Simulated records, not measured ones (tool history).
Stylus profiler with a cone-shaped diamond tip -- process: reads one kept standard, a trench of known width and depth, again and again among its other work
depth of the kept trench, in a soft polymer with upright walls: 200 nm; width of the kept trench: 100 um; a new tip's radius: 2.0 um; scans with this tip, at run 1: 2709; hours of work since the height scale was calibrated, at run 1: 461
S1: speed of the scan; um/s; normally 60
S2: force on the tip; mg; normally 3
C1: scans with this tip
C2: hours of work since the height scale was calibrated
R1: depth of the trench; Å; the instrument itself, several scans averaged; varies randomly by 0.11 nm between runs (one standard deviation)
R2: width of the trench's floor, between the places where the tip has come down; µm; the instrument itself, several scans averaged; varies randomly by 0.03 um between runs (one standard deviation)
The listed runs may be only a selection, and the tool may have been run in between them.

| run | hour | S1 | S2 | C1 | C2 | R1 | R2 |
|---|---|---|---|---|---|---|---|
| 1 | 0 | 60 | 3 | 2709 | 461 | 2020 | 97.82 |
| 2 | 89 | 150 | 3 | 2924 | 497 | 2019.5 | 97.33 |
| 3 | 159.9 | 66 | 3 | 3096 | 527 | 2022 | 97.76 |
| 4 | 243.5 | 66 | 3 | 3297 | 561 | 2021.9 | 97.79 |
| 5 | 288.5 | 60 | 3 | 3406 | 579 | 2020.2 | 97.8 |
| 6 | 338.8 | 60 | 3 | 3528 | 600 | 2022.8 | 97.78 |
| 7 | 399.3 | 60 | 3 | 3674 | 625 | 2021.8 | 97.86 |
| 8 | 481.5 | 60 | 3 | 3873 | 659 | 2023.3 | 97.76 |
| 9 | 569.7 | 60 | 3 | 4086 | 695 | 2022.7 | 97.73 |
|  | 575.3 | height scale calibrated on a step standard |
| 10 | 615.5 | 60 | 3 | 4195 | 17 | 2027 | 97.71 |
| 11 | 705.2 | 120 | 5.27 | 4412 | 53 | 2034.5 | 97.59 |
| 12 | 764.8 | 192 | 8.78 | 4556 | 78 | 2045.7 | 97.5 |
| 13 | 834.2 | 127 | 1.83 | 4723 | 106 | 2021.3 | 97.23 |
| 14 | 878.8 | 127 | 1.83 | 4831 | 125 | 2021 | 97.21 |
|  | 892.2 | height scale calibrated on a step standard, once more |
| 15 | 966.7 | 16 | 1.83 | 5042 | 31 | 2011.5 | 97.94 |
| 16 | 1033.8 | 16 | 5.78 | 5205 | 58 | 2028.1 | 97.94 |
| 17 | 1118.3 | 16 | 5.78 | 5409 | 93 | 2028 | 97.93 |
| 18 | 1215 | 16 | 2.05 | 5642 | 133 | 2015.4 | 97.88 |
| 19 | 1281.4 | 101 | 1.73 | 5803 | 160 | 2012.8 | 97.35 |

3 options for the next run, each taken on its own from the tool as it stands now. Forecast them:
| A | 1376.9 | 82 | 1.73 | 6033 | 199 | ? | ? |
| B | 1376.9 | 202 | 4.92 | 6033 | 199 | ? | ? |
| C | 1376.9 | 23 | 1.9 | 6033 | 199 | ? | ? |

| run | R1 | R2 |
|---|---|---|
| A | 2012.8 | 97.45 |
| B | 2026.4 | 97.22 |
| C | 2012.5 | 97.79 |
Without the tool's unlogged condition, the same runs would have read:
| run | R1 | R2 |
|---|---|---|
| A | 2012.7 | 97.73 |
| B | 2026.3 | 97.5 |
| C | 2012.4 | 98.08 |

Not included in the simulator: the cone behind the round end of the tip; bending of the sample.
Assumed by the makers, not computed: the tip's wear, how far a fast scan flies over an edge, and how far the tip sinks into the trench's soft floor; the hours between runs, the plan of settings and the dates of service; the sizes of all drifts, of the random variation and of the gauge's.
